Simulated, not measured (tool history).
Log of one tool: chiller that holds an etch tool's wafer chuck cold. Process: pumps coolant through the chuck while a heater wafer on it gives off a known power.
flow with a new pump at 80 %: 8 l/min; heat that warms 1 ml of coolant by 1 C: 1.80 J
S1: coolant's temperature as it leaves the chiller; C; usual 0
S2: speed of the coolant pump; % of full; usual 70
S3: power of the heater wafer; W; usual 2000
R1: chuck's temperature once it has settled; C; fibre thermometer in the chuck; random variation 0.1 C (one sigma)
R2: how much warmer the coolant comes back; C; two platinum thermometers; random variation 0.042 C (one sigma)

Run 1, hour 0: usual settings. Result: R1 29.6 C, R2 10.09 C.
Run 2, hour 21.6: usual settings. Result: R1 29.6 C, R2 10.1 C.
Run 3, hour 45.1: usual settings. Result: R1 29.5 C, R2 10.06 C.
Run 4, hour 82.9: usual settings. Result: R1 29.7 C, R2 10.1 C.
Run 5, hour 119.8: usual settings but S3 1421 W. Result: R1 21.2 C, R2 7.2 C.
Run 6, hour 136.5: usual settings but S3 1421 W. Result: R1 21.3 C, R2 7.16 C.
Run 7, hour 158.7: usual settings but S3 1421 W. Result: R1 21.2 C, R2 7.22 C.
Run 8, hour 181.7: usual settings. Result: R1 29.8 C, R2 10.14 C.
Run 9, hour 205.3: usual settings. Result: R1 29.9 C, R2 10.23 C.
Run 10, hour 236.7: usual settings. Result: R1 30.1 C, R2 10.18 C.
Run 11, hour 274.7: usual settings. Result: R1 29.8 C, R2 10.11 C.
At hour 277.8: chiller's thermometer calibrated.
Run 12, hour 312.7: usual settings. Result: R1 30.2 C, R2 10.2 C.
Run 13, hour 352.5: usual settings but S3 2778 W. Result: R1 41.8 C, R2 14.12 C.
Run 14, hour 383.1: usual settings but S1 -7 C, S3 2778 W. Result: R1 34.7 C, R2 14.17 C.
At hour 400.7: chiller's thermometer calibrated, once more.
Run 15, hour 400.7: usual settings but S1 2 C, S2 73 % of full, S3 1514 W. Result: R1 23.8 C, R2 7.35 C.
Run 16, hour 428.3: usual settings but S1 -5 C, S2 98 % of full, S3 1514 W. Result: R1 11.5 C, R2 5.29 C.
Run 17, hour 456: usual settings but S1 -5 C, S2 98 % of full, S3 1124 W. Result: R1 7.3 C, R2 3.88 C.
Run 18, hour 494.6: usual settings but S1 10 C, S2 82 % of full. Result: R1 35.8 C, R2 8.47 C.
Run 19, hour 510.9: usual settings but S1 10 C, S2 82 % of full. Result: R1 35.9 C, R2 8.56 C.
Run 20, hour 542.6: usual settings but S1 10 C, S2 82 % of full, S3 1323 W. Result: R1 27 C, R2 5.65 C.
Run 21, hour 576.9: usual settings but S1 10 C, S2 82 % of full, S3 1323 W. Result: R1 27.1 C, R2 5.72 C.
Run 22, hour 614.2: usual settings but S1 -5 C, S2 71 % of full. Result: R1 24.7 C, R2 10.14 C.
Run 23, hour 647.8: usual settings but S1 -7 C, S2 66 % of full, S3 2280 W. Result: R1 29.3 C, R2 12.54 C.
Run 24, hour 670.9: usual settings but S1 10 C, S2 80 % of full, S3 1796 W. Result: R1 34 C, R2 7.96 C.
Run 25, hour 704.5: usual settings but S1 10 C, S2 80 % of full, S3 1796 W. Result: R1 34.1 C, R2 7.95 C.
Run 26, hour 739.3: usual settings but S1 10 C, S2 80 % of full, S3 1796 W. Result: R1 33.9 C, R2 7.95 C.
Run 27, hour 774.4: usual settings but S1 10 C, S2 80 % of full, S3 1796 W. Result: R1 34.2 C, R2 8.01 C.

Forecast run 28:
Run 28, hour 806.4: usual settings but S1 10 C, S2 80 % of full, S3 1796 W. Result: R1 ?, R2 ?.

R1: 34.1 C
R2: 7.99 C
Without the tool's hidden state the same run would have given R1 31 C, R2 7.51 C.
